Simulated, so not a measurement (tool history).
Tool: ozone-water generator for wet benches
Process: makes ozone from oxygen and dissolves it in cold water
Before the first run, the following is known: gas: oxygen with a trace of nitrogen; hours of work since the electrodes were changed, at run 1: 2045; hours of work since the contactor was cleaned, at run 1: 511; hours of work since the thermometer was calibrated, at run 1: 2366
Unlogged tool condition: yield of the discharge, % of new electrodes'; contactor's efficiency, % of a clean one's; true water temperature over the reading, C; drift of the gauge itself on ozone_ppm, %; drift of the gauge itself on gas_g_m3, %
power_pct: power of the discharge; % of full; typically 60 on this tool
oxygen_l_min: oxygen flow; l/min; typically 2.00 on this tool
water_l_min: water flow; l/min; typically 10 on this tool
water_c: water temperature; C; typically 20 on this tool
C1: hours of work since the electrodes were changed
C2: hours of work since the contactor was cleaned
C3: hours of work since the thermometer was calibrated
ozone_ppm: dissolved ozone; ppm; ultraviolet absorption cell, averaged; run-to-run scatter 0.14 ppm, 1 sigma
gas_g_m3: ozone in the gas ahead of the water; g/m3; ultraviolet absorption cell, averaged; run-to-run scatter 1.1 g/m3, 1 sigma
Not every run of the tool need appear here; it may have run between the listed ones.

{"run": 1, "day": 0.0, "power_pct": 60, "oxygen_l_min": 2.0, "water_l_min": 10, "water_c": 20, "C1": 2045, "C2": 511, "C3": 2366, "ozone_ppm": 15.9, "gas_g_m3": 197.2}
{"run": 2, "day": 1.412, "power_pct": 60, "oxygen_l_min": 2.0, "water_l_min": 10, "water_c": 20, "C1": 2073, "C2": 539, "C3": 2394, "ozone_ppm": 15.7, "gas_g_m3": 193.5}
{"run": 3, "day": 4.058, "power_pct": 60, "oxygen_l_min": 2.0, "water_l_min": 10, "water_c": 20, "C1": 2126, "C2": 592, "C3": 2447, "ozone_ppm": 15.7, "gas_g_m3": 196.2}
{"run": 4, "day": 6.379, "power_pct": 60, "oxygen_l_min": 2.0, "water_l_min": 10, "water_c": 20, "C1": 2172, "C2": 638, "C3": 2493, "ozone_ppm": 15.9, "gas_g_m3": 194.7}
{"run": 5, "day": 8.762, "power_pct": 60, "oxygen_l_min": 2.0, "water_l_min": 10, "water_c": 20, "C1": 2220, "C2": 686, "C3": 2541, "ozone_ppm": 16.1, "gas_g_m3": 193.1}
{"run": 6, "day": 11.042, "power_pct": 60, "oxygen_l_min": 2.0, "water_l_min": 10, "water_c": 20, "C1": 2265, "C2": 732, "C3": 2586, "ozone_ppm": 16.0, "gas_g_m3": 194.5}
{"run": 7, "day": 12.575, "power_pct": 60, "oxygen_l_min": 2.0, "water_l_min": 10, "water_c": 20, "C1": 2296, "C2": 762, "C3": 2617, "ozone_ppm": 16.3, "gas_g_m3": 194.8}
{"run": 8, "day": 14.071, "power_pct": 60, "oxygen_l_min": 2.0, "water_l_min": 10, "water_c": 20, "C1": 2325, "C2": 792, "C3": 2647, "ozone_ppm": 15.6, "gas_g_m3": 194.3}
{"run": 9, "day": 16.996, "power_pct": 60, "oxygen_l_min": 2.0, "water_l_min": 10, "water_c": 20, "C1": 2384, "C2": 850, "C3": 2705, "ozone_ppm": 15.6, "gas_g_m3": 192.5}
{"run": 10, "day": 18.217, "power_pct": 60, "oxygen_l_min": 2.0, "water_l_min": 10, "water_c": 20, "C1": 2408, "C2": 875, "C3": 2730, "ozone_ppm": 15.8, "gas_g_m3": 191.9}
{"run": 11, "day": 20.55, "power_pct": 60, "oxygen_l_min": 2.0, "water_l_min": 10, "water_c": 12, "C1": 2455, "C2": 921, "C3": 2776, "ozone_ppm": 17.3, "gas_g_m3": 193.7}
{"run": 12, "day": 22.762, "power_pct": 60, "oxygen_l_min": 2.0, "water_l_min": 10, "water_c": 12, "C1": 2499, "C2": 966, "C3": 2820, "ozone_ppm": 17.5, "gas_g_m3": 192.8}
{"run": 13, "day": 24.725, "power_pct": 60, "oxygen_l_min": 2.0, "water_l_min": 10, "water_c": 12, "C1": 2538, "C2": 1005, "C3": 2860, "ozone_ppm": 17.6, "gas_g_m3": 195.2}
{"run": 14, "day": 25.958, "power_pct": 60, "oxygen_l_min": 2.0, "water_l_min": 10, "water_c": 12, "C1": 2563, "C2": 1029, "C3": 2884, "ozone_ppm": 17.4, "gas_g_m3": 189.8}
{"run": 15, "day": 28.854, "power_pct": 60, "oxygen_l_min": 2.0, "water_l_min": 10, "water_c": 20, "C1": 2621, "C2": 1087, "C3": 2942, "ozone_ppm": 15.8, "gas_g_m3": 191.2}
{"run": 16, "day": 31.854, "power_pct": 60, "oxygen_l_min": 1.91, "water_l_min": 10, "water_c": 20, "C1": 2680, "C2": 1147, "C3": 3002, "ozone_ppm": 15.5, "gas_g_m3": 195.7}
{"day": 34.354, "done": "gauge calibrated"}
{"run": 17, "day": 34.617, "power_pct": 45, "oxygen_l_min": 2.0, "water_l_min": 10, "water_c": 20, "C1": 2736, "C2": 1202, "C3": 3057, "ozone_ppm": 12.0, "gas_g_m3": 150.4}
{"run": 18, "day": 36.367, "power_pct": 60, "oxygen_l_min": 1.61, "water_l_min": 10, "water_c": 26, "C1": 2771, "C2": 1237, "C3": 3092, "ozone_ppm": 14.2, "gas_g_m3": 216.5}
{"run": 19, "day": 37.738, "power_pct": 97, "oxygen_l_min": 1.72, "water_l_min": 7, "water_c": 13, "C1": 2798, "C2": 1264, "C3": 3119, "ozone_ppm": 37.9, "gas_g_m3": 333.7}
{"run": 20, "day": 40.671, "power_pct": 66, "oxygen_l_min": 3.4, "water_l_min": 11, "water_c": 26, "C1": 2857, "C2": 1323, "C3": 3178, "ozone_ppm": 14.6, "gas_g_m3": 165.1}
{"run": 21, "day": 41.929, "power_pct": 66, "oxygen_l_min": 3.4, "water_l_min": 11, "water_c": 26, "C1": 2882, "C2": 1348, "C3": 3203, "ozone_ppm": 14.7, "gas_g_m3": 163.7}
{"run": 22, "day": 44.058, "power_pct": 69, "oxygen_l_min": 3.4, "water_l_min": 9, "water_c": 25, "C1": 2924, "C2": 1391, "C3": 3246, "ozone_ppm": 18.6, "gas_g_m3": 171.3}
{"run": 23, "day": 46.633, "power_pct": 49, "oxygen_l_min": 3.4, "water_l_min": 9, "water_c": 25, "C1": 2975, "C2": 1442, "C3": 3297, "ozone_ppm": 13.5, "gas_g_m3": 124.1}
{"run": 24, "day": 48.646, "power_pct": 58, "oxygen_l_min": 2.23, "water_l_min": 8, "water_c": 16, "C1": 3016, "C2": 1482, "C3": 3337, "ozone_ppm": 20.2, "gas_g_m3": 177.8}
{"run": 25, "day": 51.088, "power_pct": 55, "oxygen_l_min": 1.12, "water_l_min": 9, "water_c": 25, "C1": 3064, "C2": 1531, "C3": 3386, "ozone_ppm": 13.9, "gas_g_m3": 234.6}
{"run": 26, "day": 53.204, "power_pct": 55, "oxygen_l_min": 1.16, "water_l_min": 16, "water_c": 25, "C1": 3107, "C2": 1573, "C3": 3428, "ozone_ppm": 7.1, "gas_g_m3": 231.6}
{"run": 27, "day": 55.842, "power_pct": 79, "oxygen_l_min": 1.56, "water_l_min": 11, "water_c": 13, "C1": 3159, "C2": 1626, "C3": 3481, "ozone_ppm": 19.0, "gas_g_m3": 281.8}
{"run": 28, "day": 58.325, "power_pct": 79, "oxygen_l_min": 1.56, "water_l_min": 11, "water_c": 13, "C1": 3209, "C2": 1675, "C3": 3530, "ozone_ppm": 19.2, "gas_g_m3": 280.9}
{"run": 29, "day": 59.583, "power_pct": 79, "oxygen_l_min": 1.56, "water_l_min": 11, "water_c": 13, "C1": 3234, "C2": 1701, "C3": 3555, "ozone_ppm": 19.3, "gas_g_m3": 281.1}
{"run": 30, "day": 61.046, "power_pct": 79, "oxygen_l_min": 1.84, "water_l_min": 11, "water_c": 13, "C1": 3263, "C2": 1730, "C3": 3585, "ozone_ppm": 19.6, "gas_g_m3": 260.6}
{"run": 31, "day": 62.467, "power_pct": 60, "oxygen_l_min": 2.04, "water_l_min": 10, "water_c": 20, "C1": 3292, "C2": 1758, "C3": 3613, "ozone_ppm": 15.9, "gas_g_m3": 191.2}
{"run": 32, "day": 63.767, "power_pct": 60, "oxygen_l_min": 2.23, "water_l_min": 10, "water_c": 28, "C1": 3317, "C2": 1784, "C3": 3639, "ozone_ppm": 14.2, "gas_g_m3": 181.3}
{"run": 33, "day": 65.25, "power_pct": 60, "oxygen_l_min": 2.23, "water_l_min": 10, "water_c": 28, "C1": 3347, "C2": 1814, "C3": 3669, "ozone_ppm": 14.4, "gas_g_m3": 182.2}

Take each entry between the runs: how does the hidden state at the last listed run before it differ from the hidden state at the first listed run after it?
Run 16 -> run 17: gauge calibrated (day 34.354)
  drift of the gauge itself on gas_g_m3, %: -2.63 -> -0.02
  measured minus no-state result, gas_g_m3: -5.5 -> -0.2 g/m3
